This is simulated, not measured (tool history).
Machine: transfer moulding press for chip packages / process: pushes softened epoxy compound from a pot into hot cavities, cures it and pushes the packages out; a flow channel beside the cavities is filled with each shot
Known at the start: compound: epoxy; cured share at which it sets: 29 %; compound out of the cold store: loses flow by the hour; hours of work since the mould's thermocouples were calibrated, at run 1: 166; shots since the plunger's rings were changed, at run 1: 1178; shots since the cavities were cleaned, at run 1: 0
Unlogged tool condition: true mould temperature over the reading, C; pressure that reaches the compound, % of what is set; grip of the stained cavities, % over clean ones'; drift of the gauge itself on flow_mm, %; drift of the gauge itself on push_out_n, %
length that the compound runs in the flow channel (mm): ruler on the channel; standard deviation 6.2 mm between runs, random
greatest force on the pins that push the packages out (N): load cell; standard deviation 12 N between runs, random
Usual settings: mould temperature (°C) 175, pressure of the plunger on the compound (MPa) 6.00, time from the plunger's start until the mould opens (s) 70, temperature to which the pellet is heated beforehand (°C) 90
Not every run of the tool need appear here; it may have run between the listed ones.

| run | hour | mould temperature (°C) | pressure of the plunger on the compound (MPa) | time from the plunger's start until the mould opens (s) | temperature to which the pellet is heated beforehand (°C) | hours of work since the mould's thermocouples were calibrated | shots since the plunger's rings were changed | shots since the cavities were cleaned | incoming compound's hours out of the cold store | length that the compound runs in the flow channel (mm) | greatest force on the pins that push the packages out (N) |
|---|---|---|---|---|---|---|---|---|---|---|---|
| 1 | 0.0 | 175 | 6.00 | 70 | 90 | 166 | 1178 | 0 | 39.7 | 649 | 530 |
| 2 | 14.6 | 175 | 6.00 | 70 | 90 | 174 | 1407 | 229 | 18.1 | 739 | 913 |
| 3 | 37.4 | 175 | 6.00 | 70 | 90 | 187 | 1763 | 585 | 46.5 | 624 | 1063 |
|  | 54.3 | cavities cleaned with cleaning compound and waxed |
| 4 | 56.3 | 175 | 6.00 | 70 | 90 | 198 | 2035 | 31 | 16.4 | 738 | 1363 |
| 5 | 76.9 | 175 | 6.00 | 70 | 90 | 210 | 2357 | 353 | 47.8 | 613 | 1181 |
| 6 | 95.3 | 171 | 6.00 | 70 | 90 | 220 | 2645 | 641 | 42.0 | 641 | 1439 |
|  | 108.8 | cavities cleaned with cleaning compound and waxed |
| 7 | 115.7 | 175 | 6.00 | 70 | 90 | 231 | 2941 | 108 | 16.1 | 731 | 752 |
| 8 | 128.1 | 175 | 6.00 | 70 | 90 | 239 | 3135 | 302 | 37.4 | 648 | 922 |
|  | 133.8 | plunger's sealing rings changed |
| 9 | 142.8 | 176 | 6.00 | 70 | 90 | 246 | 140 | 492 | 25.5 | 723 | 1030 |
|  | 147.9 | cavities cleaned with cleaning compound and waxed, once more |
| 10 | 154.9 | 176 | 6.00 | 70 | 90 | 252 | 306 | 109 | 34.3 | 681 | 705 |
| 11 | 166.2 | 176 | 6.21 | 70 | 90 | 258 | 484 | 287 | 17.1 | 767 | 910 |
| 12 | 185.8 | 176 | 6.21 | 70 | 90 | 270 | 789 | 592 | 13.3 | 785 | 1096 |
|  | 202.0 | cavities cleaned with cleaning compound and waxed |
| 13 | 205.5 | 175 | 6.00 | 70 | 90 | 280 | 1074 | 55 | 24.5 | 713 | 662 |
| 14 | 226.8 | 175 | 6.00 | 70 | 90 | 293 | 1407 | 388 | 9.2 | 787 | 1058 |
| 15 | 239.9 | 182 | 5.73 | 87 | 97 | 300 | 1612 | 593 | 41.2 | 608 | 831 |
|  | 255.7 | cavities cleaned with cleaning compound and waxed |
| 16 | 255.9 | 182 | 5.73 | 87 | 97 | 309 | 1840 | 4 | 31.2 | 647 | 417 |
| 17 | 278.1 | 177 | 5.23 | 62 | 95 | 322 | 2187 | 351 | 21.2 | 668 | 1137 |
| 18 | 298.9 | 177 | 5.23 | 62 | 95 | 334 | 2511 | 675 | 43.7 | 577 | 1167 |
|  | 310.0 | cavities cleaned with cleaning compound and waxed |
| 19 | 317.7 | 177 | 5.23 | 61 | 95 | 344 | 2782 | 120 | 13.8 | 689 | 975 |
| 20 | 330.5 | 173 | 6.40 | 61 | 85 | 352 | 2982 | 320 | 42.5 | 655 | 1466 |
|  | 345.4 | plunger's sealing rings changed |
| 21 | 350.6 | 173 | 6.40 | 59 | 95 | 362 | 81 | 596 | 16.7 | 795 | 1869 |
|  | 367.1 | cavities cleaned with cleaning compound and waxed |
| 22 | 374.2 | 173 | 6.40 | 59 | 95 | 375 | 427 | 111 | 10.0 | 833 | 1370 |
| 23 | 389.9 | 173 | 6.40 | 59 | 95 | 384 | 672 | 356 | 12.4 | 811 | 1720 |
| 24 | 406.2 | 175 | 6.00 | 70 | 95 | 393 | 927 | 611 | 40.1 | 642 | 1065 |
|  | 422.0 | cavities cleaned with cleaning compound and waxed |
| 25 | 423.4 | 175 | 6.00 | 70 | 95 | 402 | 1173 | 22 | 27.5 | 709 | 603 |
| 26 | 435.4 | 175 | 6.00 | 70 | 95 | 409 | 1359 | 208 | 22.4 | 719 | 850 |
| 27 | 454.1 | 171 | 6.00 | 70 | 90 | 420 | 1653 | 502 | 47.1 | 618 | 1219 |

3 options for the next run, each taken on its own from the tool as it stands now. Forecast them:
| A | 465.2 | 171 | 6.00 | 70 | 92 | 427 | 1826 | 675 | 44.4 | ? | ? |
| B | 465.2 | 176 | 6.99 | 109 | 90 | 427 | 1826 | 675 | 39.2 | ? | ? |
| C | 465.2 | 175 | 6.18 | 70 | 90 | 427 | 1826 | 675 | 34.7 | ? | ? |

| run | length that the compound runs in the flow channel (mm) | greatest force on the pins that push the packages out (N) |
|---|---|---|
| A | 634 | 1271 |
| B | 698 | 828 |
| C | 677 | 1075 |
Without the tool's unlogged condition, the same runs would have read:
| run | length that the compound runs in the flow channel (mm) | greatest force on the pins that push the packages out (N) |
|---|---|---|
| A | 651 | 652 |
| B | 716 | 412 |
| C | 695 | 548 |

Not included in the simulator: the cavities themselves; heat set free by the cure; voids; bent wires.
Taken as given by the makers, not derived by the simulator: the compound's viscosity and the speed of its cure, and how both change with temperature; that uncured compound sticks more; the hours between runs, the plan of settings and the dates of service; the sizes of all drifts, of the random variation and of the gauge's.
